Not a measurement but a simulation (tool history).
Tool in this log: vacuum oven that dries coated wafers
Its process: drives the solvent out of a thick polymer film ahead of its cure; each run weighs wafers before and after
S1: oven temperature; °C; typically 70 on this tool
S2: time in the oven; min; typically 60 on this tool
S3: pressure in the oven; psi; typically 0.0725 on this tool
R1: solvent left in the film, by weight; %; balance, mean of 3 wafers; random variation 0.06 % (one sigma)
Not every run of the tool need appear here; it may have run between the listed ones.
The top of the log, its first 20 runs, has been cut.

{"run": 21, "hour": 453.8, "S1": 80, "S2": 60, "S3": 0.0725, "R1": 1.43}
{"run": 22, "hour": 469.5, "S1": 78, "S2": 60, "S3": 0.0725, "R1": 1.73}
{"run": 23, "hour": 492.5, "S1": 78, "S2": 60, "S3": 0.0725, "R1": 1.69}
{"run": 24, "hour": 517.9, "S1": 78, "S2": 60, "S3": 0.0725, "R1": 1.71}
{"run": 25, "hour": 534.4, "S1": 78, "S2": 60, "S3": 0.0725, "R1": 1.8}
{"hour": 560.0, "done": "oven's thermocouples calibrated"}
{"run": 26, "hour": 563.7, "S1": 78, "S2": 55, "S3": 0.0725, "R1": 1.98}
{"run": 27, "hour": 587.7, "S1": 78, "S2": 55, "S3": 0.0725, "R1": 2.08}
{"run": 28, "hour": 610.0, "S1": 78, "S2": 55, "S3": 0.0725, "R1": 2.19}
{"run": 29, "hour": 635.3, "S1": 78, "S2": 55, "S3": 0.0725, "R1": 2.03}
{"run": 30, "hour": 652.3, "S1": 83, "S2": 60, "S3": 0.2682, "R1": 1.28}
{"run": 31, "hour": 678.8, "S1": 83, "S2": 60, "S3": 0.2682, "R1": 1.26}
{"run": 32, "hour": 693.3, "S1": 83, "S2": 60, "S3": 0.2682, "R1": 1.38}
{"run": 33, "hour": 710.6, "S1": 68, "S2": 65, "S3": 0.0725, "R1": 3.22}
{"run": 34, "hour": 735.0, "S1": 70, "S2": 65, "S3": 0.1442, "R1": 3.01}
{"run": 35, "hour": 758.7, "S1": 70, "S2": 65, "S3": 0.1442, "R1": 3.01}
{"run": 36, "hour": 784.2, "S1": 57, "S2": 60, "S3": 0.2403, "R1": 6.55}
{"run": 37, "hour": 809.1, "S1": 67, "S2": 37, "S3": 0.0545, "R1": 6.46}
{"run": 38, "hour": 822.3, "S1": 70, "S2": 60, "S3": 0.1543, "R1": 3.33}
{"run": 39, "hour": 840.2, "S1": 66, "S2": 60, "S3": 0.1414, "R1": 4.23}
{"run": 40, "hour": 857.4, "S1": 74, "S2": 60, "S3": 0.2106, "R1": 2.51}
{"run": 41, "hour": 883.9, "S1": 70, "S2": 47, "S3": 0.0725, "R1": 4.48}

Forecast run 42:
{"run": 42, "hour": 916.3, "S1": 57, "S2": 75, "S3": 0.1228, "R1": "?"}

Run 42 yielded R1 5.25 %.
Take away the tool's hidden state, keep the run-to-run variation as it was, and the same run would have given R1 5.21 %.
